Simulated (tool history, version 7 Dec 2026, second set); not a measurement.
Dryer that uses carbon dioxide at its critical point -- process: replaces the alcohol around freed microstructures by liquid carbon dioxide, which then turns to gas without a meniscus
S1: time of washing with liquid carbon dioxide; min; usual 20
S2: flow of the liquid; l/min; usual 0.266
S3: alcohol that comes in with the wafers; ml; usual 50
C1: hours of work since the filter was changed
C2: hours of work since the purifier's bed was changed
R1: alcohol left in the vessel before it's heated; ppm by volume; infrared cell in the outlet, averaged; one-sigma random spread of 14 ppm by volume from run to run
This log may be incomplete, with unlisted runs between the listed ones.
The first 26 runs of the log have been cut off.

Run 27, hour 191.7: usual settings but S2 0.190 l/min, S3 25 ml; C1 35; C2 124. Result: R1 1447 ppm by volume.
Run 28, hour 199.8: usual settings but S1 26 min, S2 0.294 l/min, S3 25 ml; C1 40; C2 129. Result: R1 119 ppm by volume.
Run 29, hour 205.3: usual settings but S1 26 min, S2 0.294 l/min, S3 25 ml; C1 43; C2 132. Result: R1 114 ppm by volume.
Run 30, hour 211.7: usual settings but S1 26 min, S2 0.294 l/min, S3 25 ml; C1 47; C2 136. Result: R1 129 ppm by volume.
Run 31, hour 219.8: usual settings but S1 21 min, S2 0.386 l/min; C1 51; C2 141. Result: R1 159 ppm by volume.
Run 32, hour 227.8: usual settings but S1 21 min, S2 0.386 l/min; C1 56; C2 145. Result: R1 161 ppm by volume.
Run 33, hour 236.7: usual settings but S2 0.307 l/min; C1 61; C2 151. Result: R1 569 ppm by volume.
Run 34, hour 243.9: usual settings but S1 31 min, S3 51 ml; C1 65; C2 155. Result: R1 158 ppm by volume.
Run 35, hour 255.2: usual settings but S1 14 min, S2 0.172 l/min, S3 96 ml; C1 72; C2 161. Result: R1 16286 ppm by volume.
Run 36, hour 260.9: usual settings but S1 13 min, S2 0.172 l/min; C1 75; C2 165. Result: R1 10051 ppm by volume.
Run 37, hour 271.5: usual settings but S2 0.432 l/min, S3 22 ml; C1 82; C2 171. Result: R1 95 ppm by volume.
Run 38, hour 280.1: usual settings but S1 27 min, S2 0.359 l/min, S3 37 ml; C1 87; C2 176. Result: R1 86 ppm by volume.
Run 39, hour 286.6: usual settings but S1 28 min, S2 0.253 l/min, S3 116 ml; C1 90; C2 180. Result: R1 708 ppm by volume.
Run 40, hour 294.9: usual settings but S1 28 min, S2 0.253 l/min, S3 116 ml; C1 95; C2 185. Result: R1 728 ppm by volume.

What if the next run were any one of these 5? Each begins from the tool's condition after run 40:
Run A, hour 305.6: usual settings but S1 28 min, S2 0.203 l/min, S3 116 ml; C1 102; C2 191. Result: R1 ?.
Run B, hour 305.6: usual settings but S2 0.329 l/min, S3 84 ml; C1 102; C2 191. Result: R1 ?.
Run C, hour 305.6: usual settings; C1 102; C2 191. Result: R1 ?.
Run D, hour 305.6: usual settings but S1 25 min; C1 102; C2 191. Result: R1 ?.
Run E, hour 305.6: usual settings but S1 12 min, S2 0.182 l/min, S3 59 ml; C1 102; C2 191. Result: R1 ?.

run     R1
  A   1983
  B    759
  C   1110
  D    455
  E  12056
Without the tool's unlogged condition, the same runs would have read:
run     R1
  A   1505
  B    532
  C    839
  D    301
  E  10896

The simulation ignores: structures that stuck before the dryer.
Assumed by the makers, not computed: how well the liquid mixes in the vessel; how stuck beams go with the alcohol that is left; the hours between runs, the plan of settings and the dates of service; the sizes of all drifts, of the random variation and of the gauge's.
